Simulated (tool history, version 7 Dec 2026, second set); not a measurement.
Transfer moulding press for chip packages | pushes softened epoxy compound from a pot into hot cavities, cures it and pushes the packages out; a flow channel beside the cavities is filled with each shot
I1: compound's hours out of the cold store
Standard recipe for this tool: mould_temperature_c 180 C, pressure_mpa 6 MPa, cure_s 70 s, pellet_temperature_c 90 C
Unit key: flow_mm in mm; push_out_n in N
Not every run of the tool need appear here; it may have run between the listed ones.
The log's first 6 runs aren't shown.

run 7 hour=56 | mould_temperature_c=180 pressure_mpa=6 cure_s=70 pellet_temperature_c=90 | I1=20.8 | flow_mm=861 push_out_n=726
run 8 hour=65.7 | mould_temperature_c=180 pressure_mpa=6 cure_s=70 pellet_temperature_c=90 | I1=45.8 | flow_mm=738 push_out_n=688
run 9 hour=75 | mould_temperature_c=180 pressure_mpa=6 cure_s=70 pellet_temperature_c=90 | I1=46.2 | flow_mm=741 push_out_n=700
run 10 hour=84.2 | mould_temperature_c=180 pressure_mpa=6 cure_s=70 pellet_temperature_c=90 | I1=23 | flow_mm=823 push_out_n=770
-- hour=92.4 cavities cleaned with cleaning compound and waxed
run 11 hour=94.6 | mould_temperature_c=180 pressure_mpa=6 cure_s=70 pellet_temperature_c=90 | I1=11.3 | flow_mm=890 push_out_n=902
run 12 hour=105.3 | mould_temperature_c=180 pressure_mpa=6 cure_s=70 pellet_temperature_c=90 | I1=16.7 | flow_mm=863 push_out_n=916
run 13 hour=112 | mould_temperature_c=180 pressure_mpa=6 cure_s=70 pellet_temperature_c=95 | I1=42.3 | flow_mm=757 push_out_n=826
-- hour=120.3 cavities cleaned with cleaning compound and waxed, once more
run 14 hour=125.5 | mould_temperature_c=180 pressure_mpa=5.75 cure_s=70 pellet_temperature_c=90 | I1=37.9 | flow_mm=744 push_out_n=469
run 15 hour=133.6 | mould_temperature_c=180 pressure_mpa=4.82 cure_s=70 pellet_temperature_c=90 | I1=47.8 | flow_mm=651 push_out_n=488
run 16 hour=146.4 | mould_temperature_c=180 pressure_mpa=5.98 cure_s=70 pellet_temperature_c=90 | I1=39.1 | flow_mm=764 push_out_n=573
run 17 hour=158.1 | mould_temperature_c=180 pressure_mpa=6 cure_s=70 pellet_temperature_c=88 | I1=38.8 | flow_mm=759 push_out_n=627
run 18 hour=165.1 | mould_temperature_c=180 pressure_mpa=6 cure_s=70 pellet_temperature_c=88 | I1=20.2 | flow_mm=831 push_out_n=693
run 19 hour=175 | mould_temperature_c=180 pressure_mpa=5.94 cure_s=70 pellet_temperature_c=90 | I1=40.3 | flow_mm=741 push_out_n=666
run 20 hour=183.8 | mould_temperature_c=180 pressure_mpa=5.94 cure_s=70 pellet_temperature_c=90 | I1=31.7 | flow_mm=792 push_out_n=710
run 21 hour=193.5 | mould_temperature_c=182 pressure_mpa=5.25 cure_s=98 pellet_temperature_c=98 | I1=35.9 | flow_mm=704 push_out_n=494
run 22 hour=202.3 | mould_temperature_c=180 pressure_mpa=5.02 cure_s=72 pellet_temperature_c=90 | I1=11.1 | flow_mm=792 push_out_n=765
run 23 hour=213.4 | mould_temperature_c=176 pressure_mpa=6.52 cure_s=96 pellet_temperature_c=90 | I1=17.7 | flow_mm=917 push_out_n=583
-- hour=221.5 cavities cleaned with cleaning compound and waxed
run 24 hour=227.4 | mould_temperature_c=180 pressure_mpa=6.36 cure_s=70 pellet_temperature_c=90 | I1=35.2 | flow_mm=780 push_out_n=464
run 25 hour=235.7 | mould_temperature_c=183 pressure_mpa=7.06 cure_s=70 pellet_temperature_c=82 | I1=35.2 | flow_mm=820 push_out_n=468
run 26 hour=241.9 | mould_temperature_c=180 pressure_mpa=6 cure_s=82 pellet_temperature_c=100 | I1=8.5 | flow_mm=871 push_out_n=444
run 27 hour=254.7 | mould_temperature_c=180 pressure_mpa=6 cure_s=82 pellet_temperature_c=100 | I1=38.9 | flow_mm=748 push_out_n=478
run 28 hour=263.5 | mould_temperature_c=175 pressure_mpa=6.26 cure_s=72 pellet_temperature_c=99 | I1=18.7 | flow_mm=874 push_out_n=836
run 29 hour=274.3 | mould_temperature_c=175 pressure_mpa=6.26 cure_s=72 pellet_temperature_c=99 | I1=47.3 | flow_mm=742 push_out_n=784
run 30 hour=280.6 | mould_temperature_c=175 pressure_mpa=6.26 cure_s=72 pellet_temperature_c=99 | I1=14.2 | flow_mm=884 push_out_n=922

3 ways to go on from here, each from the tool as it stands after run 30. What would each give?
run A hour=293.9 | mould_temperature_c=180 pressure_mpa=6.28 cure_s=70 pellet_temperature_c=96 | I1=38.9 | flow_mm=? push_out_n=?
run B hour=293.9 | mould_temperature_c=175 pressure_mpa=6.93 cure_s=72 pellet_temperature_c=100 | I1=44.1 | flow_mm=? push_out_n=?
run C hour=293.9 | mould_temperature_c=180 pressure_mpa=5.09 cure_s=96 pellet_temperature_c=90 | I1=33.7 | flow_mm=? push_out_n=?

run=A flow_mm=753 push_out_n=690
run=B flow_mm=790 push_out_n=846
run=C flow_mm=691 push_out_n=532
What these runs would have given with no unlogged condition in the tool:
run=A flow_mm=794 push_out_n=419
run=B flow_mm=833 push_out_n=521
run=C flow_mm=728 push_out_n=320

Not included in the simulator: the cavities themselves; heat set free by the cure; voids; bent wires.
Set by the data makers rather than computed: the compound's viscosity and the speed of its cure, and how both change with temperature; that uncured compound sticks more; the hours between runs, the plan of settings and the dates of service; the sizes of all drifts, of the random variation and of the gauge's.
